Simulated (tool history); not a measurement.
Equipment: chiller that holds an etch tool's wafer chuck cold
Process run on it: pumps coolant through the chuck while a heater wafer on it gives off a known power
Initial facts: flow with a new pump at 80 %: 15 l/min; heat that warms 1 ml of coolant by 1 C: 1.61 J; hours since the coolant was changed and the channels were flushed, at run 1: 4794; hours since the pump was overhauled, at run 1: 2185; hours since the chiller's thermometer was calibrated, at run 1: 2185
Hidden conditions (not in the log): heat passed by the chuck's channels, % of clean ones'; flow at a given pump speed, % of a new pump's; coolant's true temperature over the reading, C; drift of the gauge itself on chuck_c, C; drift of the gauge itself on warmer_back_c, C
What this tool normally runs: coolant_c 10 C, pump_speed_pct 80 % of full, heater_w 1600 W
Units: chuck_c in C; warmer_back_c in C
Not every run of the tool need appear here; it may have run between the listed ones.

run,hour,coolant_c,pump_speed_pct,heater_w,hours since the coolant was changed and the channels were flushed,hours since the pump was overhauled,hours since the chiller's thermometer was calibrated,chuck_c,warmer_back_c
1,0,10,80,1600,4794,2185,2185,24.4,3.97
2,66.5,10,80,1600,4861,2251,2251,24.3,3.98
3,125.8,10,80,1600,4920,2310,2310,24.5,3.97
4,181.5,10,80,1600,4976,2366,2366,24.4,3.88
5,251.2,10,80,1600,5045,2436,2436,24.5,3.85
6,310.7,10,80,1600,5105,2495,2495,24.4,3.94
7,367.5,10,80,1600,5161,2552,2552,24.5,3.86
8,442.7,10,80,2107,5237,2627,2627,29.1,5.12
9,499.5,10,80,2107,5294,2684,2684,29.2,5.09
10,535.3,10,80,2107,5329,2720,2720,28.9,5.13
11,573.6,10,80,1179,5368,2758,2758,20.7,2.77
12,627.1,10,80,1179,5421,2812,2812,20.7,2.73
13,667,10,80,1179,5461,2852,2852,20.8,2.74
14,735,10,100,1876,5529,2920,2920,23.8,3.44
15,802.5,10,80,1104,5596,2987,2987,20.1,2.49
16,840.1,10,80,1104,5634,3025,3025,20.3,2.53
17,883.4,9,61,2135,5677,3068,3068,33.8,6.88
18,928.7,2,68,1507,5723,3113,3113,17.9,4.28
19,966.9,2,68,1507,5761,3151,3151,18,4.25
20,1001.7,14,91,2267,5796,3186,3186,32.2,4.62
21,1050.8,10,70,1600,5845,3235,3235,26.5,4.38

Estimate the outcome of run 22 from the log above:
22,1121.1,10,70,2044,5915,3306,3306,?,?

Run 22 yielded chuck_c 30.9 C, warmer_back_c 5.56 C.
Without the tool's hidden state the same run would have given chuck_c 30.9 C, warmer_back_c 5.88 C.

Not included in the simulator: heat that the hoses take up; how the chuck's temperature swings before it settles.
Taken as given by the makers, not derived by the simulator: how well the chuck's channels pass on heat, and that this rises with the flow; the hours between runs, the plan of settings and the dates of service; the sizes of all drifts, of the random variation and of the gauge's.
